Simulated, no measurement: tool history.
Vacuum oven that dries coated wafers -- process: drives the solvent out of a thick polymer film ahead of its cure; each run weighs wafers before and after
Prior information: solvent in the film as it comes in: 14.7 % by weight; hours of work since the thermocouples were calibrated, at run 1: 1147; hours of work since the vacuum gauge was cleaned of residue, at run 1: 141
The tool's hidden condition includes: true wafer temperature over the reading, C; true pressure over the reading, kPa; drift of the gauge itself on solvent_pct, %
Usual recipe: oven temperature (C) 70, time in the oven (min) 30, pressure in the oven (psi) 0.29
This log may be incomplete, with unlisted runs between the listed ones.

run,hour,oven temperature (C),time in the oven (min),pressure in the oven (psi),hours of work since the thermocouples were calibrated,hours of work since the vacuum gauge was cleaned of residue,solvent left in the film (%)
1,0,70,30,0.29,1147,141,2.67
2,44.8,70,30,0.29,1176,171,2.73
3,70.1,70,30,0.29,1192,187,2.76
4,97.8,70,30,0.29,1210,205,2.75
5,127.9,70,27,0.29,1230,225,3.03
6,175.2,70,27,0.29,1261,255,3.17
7,202.7,70,30,0.29,1279,273,2.69
8,245.4,70,30,0.29,1306,301,2.8
9,285.6,70,30,0.29,1332,327,2.8
10,315.7,70,30,0.29,1352,347,2.82
11,354,70,30,0.29,1377,372,2.79
12,399.7,74,30,0.29,1407,401,1.97
13,448.8,74,30,0.29,1438,433,2.02
14,488.6,74,30,0.29,1464,459,2.03
15,540.2,74,30,0.29,1498,493,2.12
# hour 569.6: oven's thermocouples calibrated
16,573.9,74,30,0.29,3,513,1.8
17,620.6,70,30,0.29,33,544,2.45
18,651.4,70,30,0.29,53,564,2.41
19,701.9,70,53,0.434,86,596,2.08
# hour 706.3: vacuum gauge cleaned of residue and calibrated
20,752.6,71,30,0.811,118,30,4.18
21,788.3,71,30,0.811,141,53,4.07
22,816.8,68,40,0.148,160,72,1.57
23,869.4,63,28,0.235,194,106,4.21
24,905.8,63,28,0.235,218,130,4.15
25,944,59,28,0.235,242,155,5.14
26,992.3,59,28,0.235,274,186,5.19
# hour 1004.2: vacuum gauge cleaned of residue and calibrated, once more
27,1019.9,70,44,0.29,291,10,1.66
28,1062.6,81,19,0.29,319,38,1.82
29,1090.9,81,19,0.29,337,56,1.79
30,1132.2,72,24,0.216,364,83,2.56
31,1166.4,72,24,0.216,386,105,2.59
32,1196.6,66,24,0.542,406,125,5.06
33,1226,65,25,0.86,425,144,6.66
34,1278.6,59,25,0.415,459,178,6.46

Each row is a separate what-if for the run after 34, all from the same tool condition, not one after another. Results?
A,1303.5,70,25,0.415,475,195,?
B,1303.5,80,43,0.29,475,195,?
C,1303.5,77,42,0.489,475,195,?
D,1303.5,81,40,1.054,475,195,?
E,1303.5,58,48,0.415,475,195,?

run,solvent left in the film (%)
A,3.56
B,0.93
C,1.59
D,2.95
E,4.69
What these runs would have given with no unlogged condition in the tool:
run,solvent left in the film (%)
A,3.37
B,0.88
C,1.51
D,2.84
E,4.44
